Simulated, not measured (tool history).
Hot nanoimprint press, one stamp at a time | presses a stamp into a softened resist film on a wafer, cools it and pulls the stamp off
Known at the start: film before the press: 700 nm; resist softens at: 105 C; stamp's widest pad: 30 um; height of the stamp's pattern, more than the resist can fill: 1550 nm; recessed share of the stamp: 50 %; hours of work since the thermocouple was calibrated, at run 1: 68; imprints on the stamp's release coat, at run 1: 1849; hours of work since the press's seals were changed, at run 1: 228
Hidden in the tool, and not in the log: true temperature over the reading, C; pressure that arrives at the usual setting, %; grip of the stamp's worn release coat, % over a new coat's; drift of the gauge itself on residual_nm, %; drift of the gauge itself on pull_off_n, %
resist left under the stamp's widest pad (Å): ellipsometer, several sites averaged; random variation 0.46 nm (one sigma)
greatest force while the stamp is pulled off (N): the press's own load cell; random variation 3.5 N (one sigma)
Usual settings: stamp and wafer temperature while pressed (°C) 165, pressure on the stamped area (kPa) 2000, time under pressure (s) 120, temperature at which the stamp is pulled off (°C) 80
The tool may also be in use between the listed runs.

| run | hour | stamp and wafer temperature while pressed (°C) | pressure on the stamped area (kPa) | time under pressure (s) | temperature at which the stamp is pulled off (°C) | hours of work since the thermocouple was calibrated | imprints on the stamp's release coat | hours of work since the press's seals were changed | resist left under the stamp's widest pad (Å) | greatest force while the stamp is pulled off (N) |
|---|---|---|---|---|---|---|---|---|---|---|
| 1 | 0 | 165 | 2000 | 120 | 80 | 68 | 1849 | 228 | 4092 | 227 |
| 2 | 9.5 | 165 | 1410 | 120 | 80 | 74 | 1870 | 234 | 4569 | 225 |
| 3 | 17.7 | 165 | 1410 | 120 | 80 | 79 | 1889 | 239 | 4584 | 230 |
| 4 | 24.1 | 165 | 1410 | 120 | 80 | 82 | 1904 | 243 | 4572 | 216 |
| 5 | 28.7 | 165 | 2000 | 131 | 80 | 85 | 1915 | 246 | 3974 | 226 |
| 6 | 36.4 | 165 | 2000 | 120 | 80 | 90 | 1933 | 250 | 4086 | 237 |
| 7 | 43.5 | 165 | 2000 | 120 | 80 | 94 | 1949 | 255 | 4089 | 236 |
| 8 | 48.3 | 165 | 2560 | 120 | 80 | 97 | 1960 | 257 | 3750 | 236 |
| 9 | 55 | 165 | 1430 | 120 | 80 | 101 | 1975 | 261 | 4557 | 226 |
| 10 | 65.1 | 165 | 1430 | 120 | 80 | 107 | 1999 | 268 | 4546 | 235 |
| 11 | 74.6 | 165 | 1430 | 120 | 71 | 113 | 2021 | 273 | 4555 | 278 |
| 12 | 84.1 | 165 | 1430 | 120 | 71 | 119 | 2042 | 279 | 4548 | 270 |
| 13 | 89.9 | 165 | 1430 | 120 | 71 | 122 | 2056 | 283 | 4543 | 267 |
| 14 | 96.7 | 165 | 1430 | 120 | 71 | 126 | 2071 | 287 | 4551 | 267 |
| 15 | 107.3 | 165 | 1920 | 120 | 71 | 133 | 2096 | 293 | 4147 | 272 |
| 16 | 116.7 | 165 | 1920 | 120 | 71 | 138 | 2118 | 299 | 4143 | 265 |
| 17 | 125.6 | 165 | 1520 | 213 | 80 | 144 | 2138 | 304 | 3715 | 231 |
| 18 | 135.4 | 163 | 1520 | 213 | 75 | 150 | 2161 | 310 | 3966 | 255 |
| 19 | 141.3 | 166 | 1780 | 205 | 79 | 153 | 2174 | 314 | 3425 | 235 |
| 20 | 151.5 | 173 | 1580 | 120 | 80 | 159 | 2198 | 320 | 3464 | 231 |
|  | 166.4 | stamp cleaned and given a new release coat |
| 21 | 166.4 | 166 | 2000 | 120 | 69 | 165 | 0 | 325 | 3968 | 204 |
| 22 | 176.2 | 165 | 2000 | 120 | 67 | 171 | 23 | 331 | 4082 | 206 |
| 23 | 187.4 | 165 | 2000 | 120 | 67 | 177 | 49 | 338 | 4080 | 216 |
| 24 | 192.1 | 163 | 2040 | 120 | 81 | 180 | 60 | 341 | 4312 | 160 |
| 25 | 198.5 | 165 | 1410 | 120 | 77 | 184 | 74 | 345 | 4558 | 182 |
| 26 | 209.3 | 165 | 1960 | 72 | 75 | 191 | 99 | 351 | 4769 | 187 |
| 27 | 216.8 | 165 | 1960 | 112 | 75 | 195 | 116 | 356 | 4201 | 189 |
| 28 | 223.3 | 165 | 1960 | 112 | 75 | 199 | 131 | 360 | 4194 | 190 |
| 29 | 231.7 | 157 | 1410 | 184 | 80 | 204 | 151 | 365 | 5037 | 163 |
| 30 | 239.7 | 161 | 1410 | 88 | 80 | 209 | 169 | 369 | 5411 | 175 |
| 31 | 246.8 | 163 | 2080 | 219 | 87 | 213 | 186 | 374 | 3489 | 150 |

3 ways to go on from here, each from the tool as it stands after run 31. What would each give?
| A | 257.2 | 163 | 1360 | 219 | 87 | 220 | 209 | 380 | ? | ? |
| B | 257.2 | 165 | 2000 | 120 | 68 | 220 | 209 | 380 | ? | ? |
| C | 257.2 | 165 | 2000 | 120 | 85 | 220 | 209 | 380 | ? | ? |

| run | resist left under the stamp's widest pad (Å) | greatest force while the stamp is pulled off (N) |
|---|---|---|
| A | 4058 | 151 |
| B | 4076 | 207 |
| C | 4080 | 160 |
Without the tool's hidden state the same runs would have given:
| run | resist left under the stamp's widest pad (Å) | greatest force while the stamp is pulled off (N) |
|---|---|---|
| A | 4089 | 147 |
| B | 4090 | 201 |
| C | 4094 | 156 |
